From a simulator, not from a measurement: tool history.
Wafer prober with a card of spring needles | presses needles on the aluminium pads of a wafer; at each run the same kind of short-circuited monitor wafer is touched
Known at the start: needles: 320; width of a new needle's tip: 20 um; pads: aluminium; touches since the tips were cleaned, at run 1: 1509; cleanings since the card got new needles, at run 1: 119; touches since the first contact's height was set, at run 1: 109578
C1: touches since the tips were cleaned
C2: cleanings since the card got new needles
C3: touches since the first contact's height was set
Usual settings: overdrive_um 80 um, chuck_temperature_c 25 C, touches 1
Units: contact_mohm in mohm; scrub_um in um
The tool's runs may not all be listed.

{"run": 1, "hour": 0.0, "overdrive_um": 80, "chuck_temperature_c": 25, "touches": 1, "C1": 1509, "C2": 119, "C3": 109578, "contact_mohm": 366, "scrub_um": 15.35}
{"hour": 4.1, "done": "tips cleaned on abrasive film"}
{"hour": 10.3, "done": "tips cleaned on abrasive film"}
{"hour": 18.0, "done": "tips cleaned on abrasive film"}
{"hour": 25.4, "done": "tips cleaned on abrasive film"}
{"run": 2, "hour": 26.8, "overdrive_um": 80, "chuck_temperature_c": 25, "touches": 1, "C1": 887, "C2": 123, "C3": 126281, "contact_mohm": 317, "scrub_um": 15.32}
{"hour": 32.9, "done": "tips cleaned on abrasive film"}
{"hour": 40.3, "done": "tips cleaned on abrasive film"}
{"hour": 48.0, "done": "tips cleaned on abrasive film"}
{"hour": 48.3, "done": "height of the first contact set anew"}
{"run": 3, "hour": 51.7, "overdrive_um": 80, "chuck_temperature_c": 25, "touches": 1, "C1": 2211, "C2": 126, "C3": 2211, "contact_mohm": 397, "scrub_um": 15.66}
{"hour": 54.9, "done": "tips cleaned on abrasive film"}
{"hour": 62.0, "done": "tips cleaned on abrasive film"}
{"hour": 69.6, "done": "tips cleaned on abrasive film"}
{"run": 4, "hour": 74.4, "overdrive_um": 80, "chuck_temperature_c": 25, "touches": 1, "C1": 2991, "C2": 129, "C3": 16354, "contact_mohm": 427, "scrub_um": 15.62}
{"hour": 76.0, "done": "tips cleaned on abrasive film"}
{"hour": 82.2, "done": "tips cleaned on abrasive film"}
{"hour": 89.5, "done": "tips cleaned on abrasive film"}
{"hour": 95.7, "done": "tips cleaned on abrasive film"}
{"run": 5, "hour": 96.7, "overdrive_um": 80, "chuck_temperature_c": 25, "touches": 1, "C1": 626, "C2": 133, "C3": 30241, "contact_mohm": 289, "scrub_um": 15.56}
{"hour": 102.4, "done": "tips cleaned on abrasive film"}
{"hour": 108.6, "done": "tips cleaned on abrasive film"}
{"hour": 116.3, "done": "tips cleaned on abrasive film"}
{"run": 6, "hour": 121.2, "overdrive_um": 80, "chuck_temperature_c": 25, "touches": 1, "C1": 3062, "C2": 136, "C3": 45557, "contact_mohm": 422, "scrub_um": 15.55}
{"hour": 122.7, "done": "tips cleaned on abrasive film"}
{"hour": 130.1, "done": "tips cleaned on abrasive film"}
{"run": 7, "hour": 133.9, "overdrive_um": 80, "chuck_temperature_c": 25, "touches": 1, "C1": 2396, "C2": 138, "C3": 53505, "contact_mohm": 430, "scrub_um": 15.54}
{"hour": 137.0, "done": "tips cleaned on abrasive film"}
{"hour": 144.8, "done": "tips cleaned on abrasive film"}
{"hour": 152.5, "done": "tips cleaned on abrasive film"}
{"hour": 159.5, "done": "tips cleaned on abrasive film"}
{"run": 8, "hour": 161.8, "overdrive_um": 80, "chuck_temperature_c": 25, "touches": 1, "C1": 1416, "C2": 142, "C3": 70897, "contact_mohm": 379, "scrub_um": 15.43}
{"hour": 166.0, "done": "tips cleaned on abrasive film"}
{"hour": 172.2, "done": "tips cleaned on abrasive film"}
{"run": 9, "hour": 174.9, "overdrive_um": 80, "chuck_temperature_c": 25, "touches": 1, "C1": 1741, "C2": 144, "C3": 79131, "contact_mohm": 373, "scrub_um": 15.43}
{"hour": 179.6, "done": "tips cleaned on abrasive film"}
{"hour": 187.1, "done": "tips cleaned on abrasive film"}
{"hour": 194.7, "done": "tips cleaned on abrasive film"}
{"hour": 201.3, "done": "tips cleaned on abrasive film"}
{"run": 10, "hour": 201.3, "overdrive_um": 80, "chuck_temperature_c": 25, "touches": 1, "C1": 0, "C2": 148, "C3": 95569, "contact_mohm": 221, "scrub_um": 15.42}
{"hour": 208.6, "done": "tips cleaned on abrasive film"}
{"hour": 215.9, "done": "tips cleaned on abrasive film"}
{"hour": 222.1, "done": "tips cleaned on abrasive film"}
{"run": 11, "hour": 227.1, "overdrive_um": 80, "chuck_temperature_c": 25, "touches": 1, "C1": 3180, "C2": 151, "C3": 111738, "contact_mohm": 461, "scrub_um": 15.39}
{"hour": 228.7, "done": "tips cleaned on abrasive film"}
{"hour": 236.1, "done": "tips cleaned on abrasive film"}
{"hour": 243.2, "done": "tips cleaned on abrasive film"}
{"hour": 249.4, "done": "tips cleaned on abrasive film"}
{"run": 12, "hour": 253.8, "overdrive_um": 80, "chuck_temperature_c": 25, "touches": 1, "C1": 2798, "C2": 155, "C3": 128410, "contact_mohm": 450, "scrub_um": 15.29}
{"hour": 256.6, "done": "tips cleaned on abrasive film"}
{"hour": 264.1, "done": "tips cleaned on abrasive film"}
{"hour": 271.2, "done": "tips cleaned on abrasive film"}
{"hour": 273.1, "done": "height of the first contact set anew"}
{"hour": 279.0, "done": "tips cleaned on abrasive film"}
{"run": 13, "hour": 283.9, "overdrive_um": 80, "chuck_temperature_c": 25, "touches": 1, "C1": 3125, "C2": 159, "C3": 6823, "contact_mohm": 453, "scrub_um": 15.61}
{"hour": 285.5, "done": "tips cleaned on abrasive film"}
{"hour": 292.9, "done": "tips cleaned on abrasive film"}
{"hour": 300.7, "done": "tips cleaned on abrasive film"}
{"hour": 308.4, "done": "tips cleaned on abrasive film"}
{"run": 14, "hour": 310.3, "overdrive_um": 80, "chuck_temperature_c": 25, "touches": 1, "C1": 1221, "C2": 163, "C3": 23276, "contact_mohm": 354, "scrub_um": 15.61}
{"hour": 315.0, "done": "tips cleaned on abrasive film"}
{"hour": 322.5, "done": "tips cleaned on abrasive film"}
{"hour": 330.2, "done": "tips cleaned on abrasive film"}
{"hour": 336.4, "done": "tips cleaned on abrasive film"}
{"run": 15, "hour": 336.7, "overdrive_um": 65, "chuck_temperature_c": 104, "touches": 1, "C1": 184, "C2": 167, "C3": 39733, "contact_mohm": 261, "scrub_um": 12.65}
{"hour": 342.8, "done": "tips cleaned on abrasive film"}
{"hour": 350.4, "done": "tips cleaned on abrasive film"}
{"run": 16, "hour": 355.4, "overdrive_um": 80, "chuck_temperature_c": 25, "touches": 1, "C1": 3209, "C2": 169, "C3": 51488, "contact_mohm": 464, "scrub_um": 15.5}
{"hour": 356.8, "done": "tips cleaned on abrasive film"}
{"hour": 363.0, "done": "tips cleaned on abrasive film"}
{"hour": 370.4, "done": "tips cleaned on abrasive film"}
{"hour": 377.1, "done": "tips cleaned on abrasive film"}
{"run": 17, "hour": 377.1, "overdrive_um": 80, "chuck_temperature_c": 25, "touches": 1, "C1": 0, "C2": 173, "C3": 64978, "contact_mohm": 207, "scrub_um": 15.5}
{"hour": 384.8, "done": "tips cleaned on abrasive film"}
{"hour": 391.7, "done": "tips cleaned on abrasive film"}
{"run": 18, "hour": 391.7, "overdrive_um": 77, "chuck_temperature_c": 49, "touches": 3, "C1": 0, "C2": 175, "C3": 74095, "contact_mohm": 205, "scrub_um": 14.89}
{"hour": 397.9, "done": "tips cleaned on abrasive film"}
{"hour": 405.3, "done": "tips cleaned on abrasive film"}
{"hour": 413.0, "done": "tips cleaned on abrasive film"}
{"run": 19, "hour": 418.4, "overdrive_um": 80, "chuck_temperature_c": 55, "touches": 1, "C1": 3449, "C2": 178, "C3": 90833, "contact_mohm": 485, "scrub_um": 15.42}
{"hour": 420.1, "done": "tips cleaned on abrasive film"}
{"hour": 427.4, "done": "tips cleaned on abrasive film"}
{"hour": 434.9, "done": "tips cleaned on abrasive film"}
{"run": 20, "hour": 437.2, "overdrive_um": 74, "chuck_temperature_c": 102, "touches": 2, "C1": 1462, "C2": 181, "C3": 102566, "contact_mohm": 313, "scrub_um": 14.22}
{"hour": 441.3, "done": "tips cleaned on abrasive film"}
{"hour": 448.7, "done": "tips cleaned on abrasive film"}
{"hour": 455.9, "done": "tips cleaned on abrasive film"}
{"run": 21, "hour": 455.9, "overdrive_um": 74, "chuck_temperature_c": 102, "touches": 2, "C1": 0, "C2": 184, "C3": 114205, "contact_mohm": 225, "scrub_um": 14.21}
{"hour": 463.4, "done": "tips cleaned on abrasive film"}
{"hour": 470.9, "done": "tips cleaned on abrasive film"}
{"run": 22, "hour": 474.6, "overdrive_um": 74, "chuck_temperature_c": 102, "touches": 2, "C1": 2366, "C2": 186, "C3": 125935, "contact_mohm": 369, "scrub_um": 14.16}
{"hour": 477.6, "done": "tips cleaned on abrasive film"}
{"hour": 483.8, "done": "tips cleaned on abrasive film"}
{"hour": 490.4, "done": "tips cleaned on abrasive film"}
{"run": 23, "hour": 490.4, "overdrive_um": 80, "chuck_temperature_c": 25, "touches": 1, "C1": 0, "C2": 189, "C3": 135757, "contact_mohm": 201, "scrub_um": 15.29}
{"hour": 496.7, "done": "height of the first contact set anew"}
{"hour": 498.3, "done": "tips cleaned on abrasive film"}
{"hour": 505.7, "done": "tips cleaned on abrasive film"}
{"run": 24, "hour": 510.2, "overdrive_um": 61, "chuck_temperature_c": 25, "touches": 1, "C1": 2879, "C2": 191, "C3": 8464, "contact_mohm": 631, "scrub_um": 11.91}
{"hour": 512.0, "done": "tips cleaned on abrasive film"}
{"hour": 519.7, "done": "tips cleaned on abrasive film"}
{"hour": 531.7, "done": "card fitted with new needles"}
{"hour": 539.4, "done": "tips cleaned on abrasive film"}
{"run": 25, "hour": 544.1, "overdrive_um": 75, "chuck_temperature_c": 25, "touches": 2, "C1": 2937, "C2": 1, "C3": 7761, "contact_mohm": 318, "scrub_um": 14.66}
{"hour": 547.0, "done": "tips cleaned on abrasive film"}
{"hour": 554.7, "done": "tips cleaned on abrasive film"}
{"hour": 562.3, "done": "tips cleaned on abrasive film"}
{"run": 26, "hour": 564.1, "overdrive_um": 66, "chuck_temperature_c": 114, "touches": 2, "C1": 1102, "C2": 4, "C3": 20237, "contact_mohm": 284, "scrub_um": 12.88}
{"hour": 568.7, "done": "tips cleaned on abrasive film"}
{"hour": 576.5, "done": "tips cleaned on abrasive film"}
{"hour": 583.9, "done": "tips cleaned on abrasive film"}
{"run": 27, "hour": 585.2, "overdrive_um": 75, "chuck_temperature_c": 93, "touches": 3, "C1": 796, "C2": 7, "C3": 33434, "contact_mohm": 235, "scrub_um": 14.6}

How the hidden state differs across the entries between the runs, from the last listed run before each to the first after it:
Between runs 1 and 2: tips cleaned on abrasive film (hour 4.1); tips cleaned on abrasive film (hour 10.3); tips cleaned on abrasive film (hour 18); tips cleaned on abrasive film (hour 25.4)
  debris on the tips, nm: 106.7 -> 76.3; way that the needles fall short of the set height, um: 1.52 -> 1.73; tips' diameter, um: 22.4 -> 22.47
  measured less the result without the state, contact_mohm: +184 -> +134 mohm; scrub_um: -0.3 -> -0.34 um
Between runs 2 and 3: tips cleaned on abrasive film (hour 32.9); tips cleaned on abrasive film (hour 40.3); tips cleaned on abrasive film (hour 48); height of the first contact set anew (hour 48.3)
  debris on the tips, nm: 76.3 -> 128.4; way that the needles fall short of the set height, um: 1.73 -> 0; tips' diameter, um: 22.47 -> 22.53
  measured less the result without the state, contact_mohm: +134 -> +214 mohm; scrub_um: -0.34 -> +0 um
Between runs 3 and 4: tips cleaned on abrasive film (hour 54.9); tips cleaned on abrasive film (hour 62); tips cleaned on abrasive film (hour 69.6)
  debris on the tips, nm: 128.4 -> 146.9; way that the needles fall short of the set height, um: 0 -> 0.19; tips' diameter, um: 22.53 -> 22.6
  measured less the result without the state, contact_mohm: +214 -> +247 mohm; scrub_um: +0 -> -0.04 um
Between runs 4 and 5: tips cleaned on abrasive film (hour 76); tips cleaned on abrasive film (hour 82.2); tips cleaned on abrasive film (hour 89.5); tips cleaned on abrasive film (hour 95.7)
  debris on the tips, nm: 146.9 -> 62.1; way that the needles fall short of the set height, um: 0.19 -> 0.42; tips' diameter, um: 22.6 -> 22.68
  measured less the result without the state, contact_mohm: +247 -> +107 mohm; scrub_um: -0.04 -> -0.09 um
Between runs 5 and 6: tips cleaned on abrasive film (hour 102.4); tips cleaned on abrasive film (hour 108.6); tips cleaned on abrasive film (hour 116.3)
  debris on the tips, nm: 62.1 -> 140.8; way that the needles fall short of the set height, um: 0.42 -> 0.59; tips' diameter, um: 22.68 -> 22.74
  measured less the result without the state, contact_mohm: +107 -> +242 mohm; scrub_um: -0.09 -> -0.11 um
Between runs 6 and 7: tips cleaned on abrasive film (hour 122.7); tips cleaned on abrasive film (hour 130.1)
  debris on the tips, nm: 140.8 -> 140; way that the needles fall short of the set height, um: 0.59 -> 0.72; tips' diameter, um: 22.74 -> 22.79
  measured less the result without the state, contact_mohm: +242 -> +247 mohm; scrub_um: -0.11 -> -0.14 um
Between runs 7 and 8: tips cleaned on abrasive film (hour 137); tips cleaned on abrasive film (hour 144.8); tips cleaned on abrasive film (hour 152.5); tips cleaned on abrasive film (hour 159.5)
  debris on the tips, nm: 140 -> 110.7; way that the needles fall short of the set height, um: 0.72 -> 0.93; tips' diameter, um: 22.79 -> 22.86
  measured less the result without the state, contact_mohm: +247 -> +196 mohm; scrub_um: -0.14 -> -0.18 um
Between runs 8 and 9: tips cleaned on abrasive film (hour 166); tips cleaned on abrasive film (hour 172.2)
  debris on the tips, nm: 110.7 -> 110.3; way that the needles fall short of the set height, um: 0.93 -> 1.05; tips' diameter, um: 22.86 -> 22.9
  measured less the result without the state, contact_mohm: +196 -> +195 mohm; scrub_um: -0.18 -> -0.21 um
Between runs 9 and 10: tips cleaned on abrasive film (hour 179.6); tips cleaned on abrasive film (hour 187.1); tips cleaned on abrasive film (hour 194.7); tips cleaned on abrasive film (hour 201.3)
  debris on the tips, nm: 110.3 -> 20.6; way that the needles fall short of the set height, um: 1.05 -> 1.3; tips' diameter, um: 22.9 -> 22.99
  measured less the result without the state, contact_mohm: +195 -> +39 mohm; scrub_um: -0.21 -> -0.25 um
Between runs 10 and 11: tips cleaned on abrasive film (hour 208.6); tips cleaned on abrasive film (hour 215.9); tips cleaned on abrasive film (hour 222.1)
  debris on the tips, nm: 20.6 -> 156.6; way that the needles fall short of the set height, um: 1.3 -> 1.47; tips' diameter, um: 22.99 -> 23.05
  measured less the result without the state, contact_mohm: +39 -> +281 mohm; scrub_um: -0.25 -> -0.29 um
Between runs 11 and 12: tips cleaned on abrasive film (hour 228.7); tips cleaned on abrasive film (hour 236.1); tips cleaned on abrasive film (hour 243.2); tips cleaned on abrasive film (hour 249.4)
  debris on the tips, nm: 156.6 -> 145.2; way that the needles fall short of the set height, um: 1.47 -> 1.71; tips' diameter, um: 23.05 -> 23.13
  measured less the result without the state, contact_mohm: +281 -> +268 mohm; scrub_um: -0.29 -> -0.33 um
Between runs 12 and 13: tips cleaned on abrasive film (hour 256.6); tips cleaned on abrasive film (hour 264.1); tips cleaned on abrasive film (hour 271.2); height of the first contact set anew (hour 273.1); tips cleaned on abrasive film (hour 279)
  debris on the tips, nm: 145.2 -> 151.5; way that the needles fall short of the set height, um: 1.71 -> 0.06; tips' diameter, um: 23.13 -> 23.22
  measured less the result without the state, contact_mohm: +268 -> +271 mohm; scrub_um: -0.33 -> -0.01 um
Between runs 13 and 14: tips cleaned on abrasive film (hour 285.5); tips cleaned on abrasive film (hour 292.9); tips cleaned on abrasive film (hour 300.7); tips cleaned on abrasive film (hour 308.4)
  debris on the tips, nm: 151.5 -> 93.4; way that the needles fall short of the set height, um: 0.06 -> 0.28; tips' diameter, um: 23.22 -> 23.29
  measured less the result without the state, contact_mohm: +271 -> +171 mohm; scrub_um: -0.01 -> -0.05 um
Between runs 14 and 15: tips cleaned on abrasive film (hour 315); tips cleaned on abrasive film (hour 322.5); tips cleaned on abrasive film (hour 330.2); tips cleaned on abrasive film (hour 336.4)
  debris on the tips, nm: 93.4 -> 24.4; way that the needles fall short of the set height, um: 0.28 -> 0.52; tips' diameter, um: 23.29 -> 23.38
  measured less the result without the state, contact_mohm: +171 -> +61 mohm; scrub_um: -0.05 -> -0.1 um
Between runs 15 and 16: tips cleaned on abrasive film (hour 342.8); tips cleaned on abrasive film (hour 350.4)
  debris on the tips, nm: 24.4 -> 157; way that the needles fall short of the set height, um: 0.52 -> 0.66; tips' diameter, um: 23.38 -> 23.43
  measured less the result without the state, contact_mohm: +61 -> +285 mohm; scrub_um: -0.1 -> -0.13 um
Between runs 16 and 17: tips cleaned on abrasive film (hour 356.8); tips cleaned on abrasive film (hour 363); tips cleaned on abrasive film (hour 370.4); tips cleaned on abrasive film (hour 377.1)
  debris on the tips, nm: 157 -> 12.9; way that the needles fall short of the set height, um: 0.66 -> 0.89; tips' diameter, um: 23.43 -> 23.51
  measured less the result without the state, contact_mohm: +285 -> +26 mohm; scrub_um: -0.13 -> -0.17 um
Between runs 17 and 18: tips cleaned on abrasive film (hour 384.8); tips cleaned on abrasive film (hour 391.7)
  debris on the tips, nm: 12.9 -> 20.7; way that the needles fall short of the set height, um: 0.89 -> 1.01; tips' diameter, um: 23.51 -> 23.55
  measured less the result without the state, contact_mohm: +26 -> +17 mohm; scrub_um: -0.17 -> -0.2 um
Between runs 18 and 19: tips cleaned on abrasive film (hour 397.9); tips cleaned on abrasive film (hour 405.3); tips cleaned on abrasive film (hour 413)
  debris on the tips, nm: 20.7 -> 163.7; way that the needles fall short of the set height, um: 1.01 -> 1.17; tips' diameter, um: 23.55 -> 23.61
  measured less the result without the state, contact_mohm: +17 -> +295 mohm; scrub_um: -0.2 -> -0.23 um
Between runs 19 and 20: tips cleaned on abrasive film (hour 420.1); tips cleaned on abrasive film (hour 427.4); tips cleaned on abrasive film (hour 434.9)
  debris on the tips, nm: 163.7 -> 94.9; way that the needles fall short of the set height, um: 1.17 -> 1.38; tips' diameter, um: 23.61 -> 23.68
  measured less the result without the state, contact_mohm: +295 -> +114 mohm; scrub_um: -0.23 -> -0.27 um
Between runs 20 and 21: tips cleaned on abrasive film (hour 441.3); tips cleaned on abrasive film (hour 448.7); tips cleaned on abrasive film (hour 455.9)
  debris on the tips, nm: 94.9 -> 19.6; way that the needles fall short of the set height, um: 1.38 -> 1.53; tips' diameter, um: 23.68 -> 23.73
  measured less the result without the state, contact_mohm: +114 -> +27 mohm; scrub_um: -0.27 -> -0.3 um
Between runs 21 and 22: tips cleaned on abrasive film (hour 463.4); tips cleaned on abrasive film (hour 470.9)
  debris on the tips, nm: 19.6 -> 135.9; way that the needles fall short of the set height, um: 1.53 -> 1.65; tips' diameter, um: 23.73 -> 23.78
  measured less the result without the state, contact_mohm: +27 -> +167 mohm; scrub_um: -0.3 -> -0.33 um
Between runs 22 and 23: tips cleaned on abrasive film (hour 477.6); tips cleaned on abrasive film (hour 483.8); tips cleaned on abrasive film (hour 490.4)
  debris on the tips, nm: 135.9 -> 8.8; way that the needles fall short of the set height, um: 1.65 -> 1.8; tips' diameter, um: 23.78 -> 23.83
  measured less the result without the state, contact_mohm: +167 -> +19 mohm; scrub_um: -0.33 -> -0.35 um
Between runs 23 and 24: height of the first contact set anew (hour 496.7); tips cleaned on abrasive film (hour 498.3); tips cleaned on abrasive film (hour 505.7)
  debris on the tips, nm: 8.8 -> 138.8; way that the needles fall short of the set height, um: 1.8 -> 0.14; tips' diameter, um: 23.83 -> 23.88
  measured less the result without the state, contact_mohm: +19 -> +442 mohm; scrub_um: -0.35 -> -0.03 um
Between runs 24 and 25: tips cleaned on abrasive film (hour 512); tips cleaned on abrasive film (hour 519.7); card fitted with new needles (hour 531.7); tips cleaned on abrasive film (hour 539.4)
  debris on the tips, nm: 138.8 -> 149.8; way that the needles fall short of the set height, um: 0.14 -> 0.05; tips' diameter, um: 23.88 -> 20.02
  measured less the result without the state, contact_mohm: +442 -> +136 mohm; scrub_um: -0.03 -> -0.01 um
Between runs 25 and 26: tips cleaned on abrasive film (hour 547); tips cleaned on abrasive film (hour 554.7); tips cleaned on abrasive film (hour 562.3)
  debris on the tips, nm: 149.8 -> 80.2; way that the needles fall short of the set height, um: 0.05 -> 0.2; tips' diameter, um: 20.02 -> 20.07
  measured less the result without the state, contact_mohm: +136 -> +81 mohm; scrub_um: -0.01 -> -0.04 um
Between runs 26 and 27: tips cleaned on abrasive film (hour 568.7); tips cleaned on abrasive film (hour 576.5); tips cleaned on abrasive film (hour 583.9)
  debris on the tips, nm: 80.2 -> 76.3; way that the needles fall short of the set height, um: 0.2 -> 0.4; tips' diameter, um: 20.07 -> 20.14
  measured less the result without the state, contact_mohm: +81 -> +39 mohm; scrub_um: -0.04 -> -0.08 um

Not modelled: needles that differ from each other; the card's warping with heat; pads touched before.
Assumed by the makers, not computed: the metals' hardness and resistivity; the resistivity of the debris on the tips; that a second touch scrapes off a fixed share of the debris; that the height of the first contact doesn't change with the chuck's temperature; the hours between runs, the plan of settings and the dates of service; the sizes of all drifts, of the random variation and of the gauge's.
